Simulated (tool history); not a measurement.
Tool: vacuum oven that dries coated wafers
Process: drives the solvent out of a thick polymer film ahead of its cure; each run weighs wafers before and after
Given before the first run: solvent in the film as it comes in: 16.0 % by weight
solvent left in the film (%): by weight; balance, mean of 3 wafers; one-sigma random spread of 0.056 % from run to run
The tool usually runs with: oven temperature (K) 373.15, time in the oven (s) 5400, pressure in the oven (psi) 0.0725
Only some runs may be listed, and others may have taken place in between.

| run | hour | oven temperature (K) | time in the oven (s) | pressure in the oven (psi) | solvent left in the film (%) |
|---|---|---|---|---|---|
| 1 | 0.0 | 373.15 | 5400 | 0.0725 | 2.70 |
| 2 | 6.4 | 373.15 | 5400 | 0.0725 | 2.53 |
| 3 | 14.8 | 373.15 | 5400 | 0.0457 | 2.55 |
| 4 | 23.9 | 373.15 | 5400 | 0.0457 | 2.54 |
| 5 | 29.2 | 361.15 | 5400 | 0.0457 | 5.41 |
| 6 | 38.8 | 361.15 | 5400 | 0.0457 | 5.41 |
| 7 | 44.1 | 373.15 | 5400 | 0.0725 | 2.57 |
| 8 | 55.7 | 373.15 | 5400 | 0.0725 | 2.67 |
| 9 | 61.5 | 373.15 | 5400 | 0.0725 | 2.64 |
| 10 | 68.2 | 373.15 | 5400 | 0.0725 | 2.66 |
| 11 | 80.0 | 373.15 | 5400 | 0.0725 | 2.54 |
| 12 | 87.1 | 373.15 | 5400 | 0.0725 | 2.63 |
| 13 | 98.7 | 373.15 | 5400 | 0.0725 | 2.66 |
| 14 | 107.7 | 373.15 | 5400 | 0.0725 | 2.69 |
| 15 | 119.8 | 373.15 | 5400 | 0.0725 | 2.55 |
| 16 | 128.4 | 373.15 | 5400 | 0.0725 | 2.62 |
| 17 | 138.9 | 373.15 | 7260 | 0.0725 | 1.61 |
| 18 | 146.5 | 373.15 | 7260 | 0.0725 | 1.52 |
| 19 | 152.2 | 373.15 | 5400 | 0.1614 | 2.98 |
| 20 | 163.8 | 373.15 | 5400 | 0.1614 | 2.83 |
| 21 | 175.5 | 373.15 | 5400 | 0.1614 | 3.00 |
| 22 | 186.1 | 373.15 | 5400 | 0.1614 | 2.87 |
| 23 | 195.0 | 373.15 | 5400 | 0.2506 | 3.24 |
| 24 | 201.9 | 373.15 | 5400 | 0.2506 | 3.28 |
| 25 | 207.2 | 360.15 | 5400 | 0.1458 | 6.17 |
| 26 | 212.8 | 381.15 | 5400 | 0.0725 | 1.12 |
| 27 | 219.8 | 381.15 | 5400 | 0.0725 | 1.21 |
| 28 | 224.9 | 361.15 | 5400 | 0.1622 | 5.87 |
| 29 | 232.2 | 361.15 | 5400 | 0.1622 | 5.89 |
| 30 | 242.3 | 361.15 | 5400 | 0.1622 | 5.85 |
| 31 | 254.1 | 361.15 | 5400 | 0.1622 | 5.91 |
| 32 | 264.0 | 361.15 | 5400 | 0.1622 | 5.91 |
| 33 | 271.0 | 383.15 | 5880 | 0.1056 | 0.85 |
| 34 | 282.1 | 373.15 | 5220 | 0.0753 | 2.71 |
| 35 | 288.4 | 362.15 | 3000 | 0.1997 | 8.32 |
| 36 | 299.1 | 368.15 | 3660 | 0.0725 | 5.48 |
| 37 | 309.6 | 368.15 | 3660 | 0.0725 | 5.40 |
| 38 | 319.0 | 368.15 | 3960 | 0.0380 | 4.95 |
| 39 | 328.7 | 368.15 | 8040 | 0.1754 | 2.48 |
| 40 | 337.5 | 382.15 | 4020 | 0.0437 | 1.85 |
| 41 | 346.9 | 388.15 | 3240 | 0.0483 | 1.64 |
| 42 | 357.2 | 388.15 | 3240 | 0.0483 | 1.66 |
| 43 | 365.8 | 373.15 | 7200 | 0.0725 | 1.53 |
| 44 | 373.5 | 373.15 | 3000 | 0.0725 | 5.17 |
| 45 | 379.4 | 363.15 | 6360 | 0.0493 | 4.03 |
| 46 | 386.1 | 363.15 | 4800 | 0.0725 | 5.54 |

Run 47 comes next. What will it give?
| 47 | 393.4 | 359.15 | 3000 | 0.2104 | ? |

Run 47 yielded solvent left in the film (%) 8.80.
Had the tool carried no hidden state, the very same run would have given solvent left in the film (%) 8.79.

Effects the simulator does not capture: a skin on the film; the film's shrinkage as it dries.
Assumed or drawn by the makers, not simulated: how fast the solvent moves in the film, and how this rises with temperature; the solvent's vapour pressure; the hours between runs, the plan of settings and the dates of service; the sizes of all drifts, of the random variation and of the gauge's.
